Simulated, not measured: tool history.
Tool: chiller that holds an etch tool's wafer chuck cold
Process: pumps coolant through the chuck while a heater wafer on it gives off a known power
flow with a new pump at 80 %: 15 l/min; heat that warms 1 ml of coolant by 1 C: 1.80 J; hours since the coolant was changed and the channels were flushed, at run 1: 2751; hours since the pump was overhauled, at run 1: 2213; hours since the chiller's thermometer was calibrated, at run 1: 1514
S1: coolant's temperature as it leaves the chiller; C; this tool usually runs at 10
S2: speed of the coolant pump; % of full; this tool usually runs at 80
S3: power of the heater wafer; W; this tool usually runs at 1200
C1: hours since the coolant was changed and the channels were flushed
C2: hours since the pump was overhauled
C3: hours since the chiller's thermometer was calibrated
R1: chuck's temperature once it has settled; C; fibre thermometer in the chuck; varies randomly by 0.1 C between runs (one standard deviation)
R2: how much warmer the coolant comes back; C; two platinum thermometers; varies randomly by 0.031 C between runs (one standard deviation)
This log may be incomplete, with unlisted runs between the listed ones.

| run | day | S1 | S2 | S3 | C1 | C2 | C3 | R1 | R2 |
|---|---|---|---|---|---|---|---|---|---|
| 1 | 0 | 10 | 80 | 1200 | 2751 | 2213 | 1514 | 23.9 | 3 |
| 2 | 1.433 | 10 | 80 | 1200 | 2785 | 2247 | 1548 | 23.8 | 3 |
| 3 | 3.317 | 10 | 90 | 1200 | 2831 | 2293 | 1593 | 22.9 | 2.63 |
| 4 | 4.871 | 10 | 90 | 1200 | 2868 | 2330 | 1630 | 22.9 | 2.61 |
| 5 | 7.554 | 10 | 76 | 1200 | 2932 | 2394 | 1695 | 24.7 | 3.16 |
| 6 | 10.2 | 10 | 80 | 1200 | 2996 | 2458 | 1758 | 24.1 | 2.94 |
| 7 | 12.383 | 10 | 80 | 1200 | 3048 | 2510 | 1811 | 24.1 | 2.98 |
| 8 | 14.071 | 10 | 80 | 1200 | 3089 | 2551 | 1851 | 24.2 | 3.05 |
| 9 | 16.183 | 15 | 80 | 1200 | 3139 | 2601 | 1902 | 29.3 | 3.03 |
| 10 | 17.317 | 15 | 80 | 1200 | 3167 | 2629 | 1929 | 29.2 | 3.08 |
| 11 | 19.608 | 10 | 62 | 768 | 3222 | 2683 | 1984 | 21.1 | 2.54 |
| 12 | 22.262 | 10 | 62 | 768 | 3285 | 2747 | 2048 | 21.1 | 2.52 |

For each run, the measured value with the value that run would have given without the tool's hidden condition subtracted. The run-to-run variation is shared by both, the gauge scatter possibly not:
Unlogged tool condition in this case: heat passed by the chuck's channels, % of clean ones'; flow at a given pump speed, % of a new pump's; coolant's true temperature over the reading, C; drift of the gauge itself on chuck_c, C; drift of the gauge itself on warmer_back_c, C.
| run | R1 | R2 |
|---|---|---|
| 1 | +3 | +0.31 |
| 2 | +2.9 | +0.31 |
| 3 | +2.8 | +0.28 |
| 4 | +2.9 | +0.29 |
| 5 | +3.3 | +0.36 |
| 6 | +3.3 | +0.34 |
| 7 | +3.4 | +0.35 |
| 8 | +3.5 | +0.36 |
| 9 | +3.5 | +0.37 |
| 10 | +3.5 | +0.37 |
| 11 | +2.8 | +0.31 |
| 12 | +2.9 | +0.32 |
